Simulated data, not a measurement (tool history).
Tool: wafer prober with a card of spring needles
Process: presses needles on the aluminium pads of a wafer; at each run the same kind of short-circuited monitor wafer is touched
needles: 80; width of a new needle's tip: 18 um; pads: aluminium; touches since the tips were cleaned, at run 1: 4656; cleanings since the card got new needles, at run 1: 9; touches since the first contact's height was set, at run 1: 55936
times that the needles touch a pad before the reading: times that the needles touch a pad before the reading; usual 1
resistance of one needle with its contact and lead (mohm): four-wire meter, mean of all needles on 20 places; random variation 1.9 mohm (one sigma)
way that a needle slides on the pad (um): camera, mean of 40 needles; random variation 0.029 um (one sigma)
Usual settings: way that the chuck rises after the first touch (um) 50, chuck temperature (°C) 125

run	day	way that the chuck rises after the first touch (um)	chuck temperature (°C)	times that the needles touch a pad before the reading	touches since the tips were cleaned	cleanings since the card got new needles	touches since the first contact's height was set	resistance of one needle with its contact and lead (mohm)	way that a needle slides on the pad (um)
1	0.000	50	125	1	4656	9	55936	209	9.37
# day 0.092: tips cleaned on abrasive film
2	0.654	42	125	1	2519	10	58841	210	7.83
# day 1.208: tips cleaned on abrasive film
3	1.308	35	125	1	436	11	61741	213	6.54
4	1.754	50	74	1	2430	11	63735	192	9.31
# day 2.308: tips cleaned on abrasive film
5	2.750	50	74	1	1977	12	68176	194	9.23
6	3.225	50	74	1	4103	12	70302	194	9.23
# day 3.425: tips cleaned on abrasive film
7	3.821	50	74	1	1768	13	72935	197	9.19
8	4.454	50	125	1	4609	13	75776	205	9.29
# day 4.571: tips cleaned on abrasive film
9	4.917	50	95	1	1542	14	77819	199	9.22
# day 5.679: tips cleaned on abrasive film
10	5.788	50	125	1	480	15	81693	204	9.18
11	6.596	50	92	1	4099	15	85312	202	9.15
# day 6.833: tips cleaned on abrasive film
# day 7.254: height of the first contact set anew
12	7.612	50	32	1	3425	16	1612	186	9.15
# day 7.988: tips cleaned on abrasive film
13	8.329	50	32	1	1535	17	4790	186	9.15
# day 9.100: gauge calibrated
# day 9.104: tips cleaned on abrasive film
14	9.112	50	32	1	33	18	8273	185	9.35
15	9.888	42	95	1	3496	18	11736	206	7.84
# day 10.246: tips cleaned on abrasive film
16	10.500	50	73	1	1127	19	14450	194	9.35
# day 11.421: tips cleaned on abrasive film
17	11.517	50	73	1	431	20	18984	192	9.22
18	12.171	41	113	1	3354	20	21907	210	7.57

The next listed run, before its measurement:
# day 12.583: tips cleaned on abrasive film
19	12.950	39	64	3	1629	21	25368	?	?

Run 19 gave resistance of one needle with its contact and lead (mohm) 195, way that a needle slides on the pad (um) 7.21.
Without the tool's hidden state the same run would have given resistance of one needle with its contact and lead (mohm) 195, way that a needle slides on the pad (um) 7.30.

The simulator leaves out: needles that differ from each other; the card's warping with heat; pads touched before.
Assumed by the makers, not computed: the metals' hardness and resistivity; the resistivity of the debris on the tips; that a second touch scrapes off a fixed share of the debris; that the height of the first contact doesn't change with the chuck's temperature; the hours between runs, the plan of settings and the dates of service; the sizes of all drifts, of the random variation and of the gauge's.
